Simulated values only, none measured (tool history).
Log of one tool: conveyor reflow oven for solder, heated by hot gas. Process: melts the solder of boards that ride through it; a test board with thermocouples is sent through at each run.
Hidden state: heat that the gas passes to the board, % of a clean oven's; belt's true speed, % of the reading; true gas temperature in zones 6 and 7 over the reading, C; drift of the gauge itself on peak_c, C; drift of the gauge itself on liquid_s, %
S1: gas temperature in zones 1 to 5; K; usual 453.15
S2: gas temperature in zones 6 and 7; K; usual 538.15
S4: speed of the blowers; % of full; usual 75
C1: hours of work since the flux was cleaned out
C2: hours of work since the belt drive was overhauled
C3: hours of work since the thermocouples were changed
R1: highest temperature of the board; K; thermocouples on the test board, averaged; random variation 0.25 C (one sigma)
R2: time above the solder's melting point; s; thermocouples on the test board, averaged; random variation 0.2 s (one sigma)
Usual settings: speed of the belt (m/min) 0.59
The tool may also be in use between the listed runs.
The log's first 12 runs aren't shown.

Run 13, hour 563.2: usual settings but S4 50 % of full; C1 336; C2 50; C3 928. Result: R1 512.95 K, R2 42.8 s.
Run 14, hour 596.8: usual settings but S4 67 % of full; C1 353; C2 68; C3 945. Result: R1 515.95 K, R2 47.1 s.
At hour 634.3: flux residue cleaned out of gas plates and filters.
Run 15, hour 635.7: usual settings but S1 467.15 K; C1 1; C2 85; C3 963. Result: R1 522.45 K, R2 59.8 s.
Run 16, hour 677.8: usual settings but S4 78 % of full; C1 23; C2 107; C3 985. Result: R1 520.35 K, R2 51.9 s.
Run 17, hour 705.7: usual settings but S1 467.15 K, S2 537.15 K; C1 37; C2 121; C3 999. Result: R1 521.15 K, R2 58.9 s.
Run 18, hour 756.3: usual settings but S1 467.15 K, S2 547.15 K; C1 63; C2 147; C3 1025. Result: R1 529.35 K, R2 63.5 s.
Run 19, hour 781.9: usual settings but S2 535.15 K, speed of the belt (m/min) 0.594, S4 57 % of full; C1 76; C2 161; C3 1038. Result: R1 513.55 K, R2 44.7 s.
Run 20, hour 810: usual settings but S1 446.15 K, speed of the belt (m/min) 0.512; C1 91; C2 175; C3 1053. Result: R1 521.45 K, R2 59.6 s.
At hour 817.5: thermocouples of zones 6 and 7 changed.
Run 21, hour 857.3: usual settings but S1 447.15 K, speed of the belt (m/min) 0.579; C1 114; C2 199; C3 21. Result: R1 522.35 K, R2 52.4 s.
Run 22, hour 889.6: usual settings but S1 450.15 K, S2 531.15 K, speed of the belt (m/min) 0.5, S4 60 % of full; C1 131; C2 215; C3 37. Result: R1 518.65 K, R2 59.4 s.
Run 23, hour 952.6: usual settings but speed of the belt (m/min) 0.627; C1 164; C2 248; C3 70. Result: R1 520.25 K, R2 48.4 s.
Run 24, hour 995.8: usual settings; C1 186; C2 270; C3 92. Result: R1 522.65 K, R2 53.5 s.
Run 25, hour 1041.7: usual settings but S2 543.15 K; C1 210; C2 294; C3 116. Result: R1 526.75 K, R2 56 s.
Run 26, hour 1102.6: usual settings but S1 448.15 K, S2 542.15 K, speed of the belt (m/min) 0.636, S4 74 % of full; C1 241; C2 326; C3 148. Result: R1 521.45 K, R2 46.2 s.
Run 27, hour 1164.8: usual settings but S1 458.15 K, S2 547.15 K; C1 274; C2 358; C3 180. Result: R1 529.75 K, R2 60.3 s.
Run 28, hour 1216.9: usual settings but S1 458.15 K, speed of the belt (m/min) 0.704, S4 70 % of full; C1 301; C2 385; C3 207. Result: R1 515.25 K, R2 39.5 s.
Run 29, hour 1261.9: usual settings but S1 463.15 K, S2 540.15 K, speed of the belt (m/min) 0.488, S4 60 % of full; C1 324; C2 408; C3 230. Result: R1 527.85 K, R2 74.7 s.
Run 30, hour 1318.2: usual settings but S1 463.15 K, S2 540.15 K, speed of the belt (m/min) 0.488, S4 60 % of full; C1 353; C2 437; C3 259. Result: R1 527.85 K, R2 74.4 s.

Forecast each of these 3 alternatives for the next run:
At hour 1354.5: flux residue cleaned out of gas plates and filters.
Run A, hour 1367: usual settings but S1 454.15 K, speed of the belt (m/min) 0.692; C1 6; C2 460; C3 282. Result: R1 ?, R2 ?.
At hour 1354.5: flux residue cleaned out of gas plates and filters.
Run B, hour 1367: usual settings but S2 535.15 K, speed of the belt (m/min) 0.493; C1 6; C2 460; C3 282. Result: R1 ?, R2 ?.
At hour 1354.5: flux residue cleaned out of gas plates and filters.
Run C, hour 1367: usual settings but S1 463.15 K, S2 540.15 K, speed of the belt (m/min) 0.488, S4 64 % of full; C1 6; C2 460; C3 282. Result: R1 ?, R2 ?.

run      R1    R2
  A  518.35  42.1
  B  524.75  68.5
  C  529.85  76.6
Without the tool's hidden state the same runs would have given:
run      R1    R2
  A  518.55  41.6
  B  524.95  67.7
  C  530.05  75.7

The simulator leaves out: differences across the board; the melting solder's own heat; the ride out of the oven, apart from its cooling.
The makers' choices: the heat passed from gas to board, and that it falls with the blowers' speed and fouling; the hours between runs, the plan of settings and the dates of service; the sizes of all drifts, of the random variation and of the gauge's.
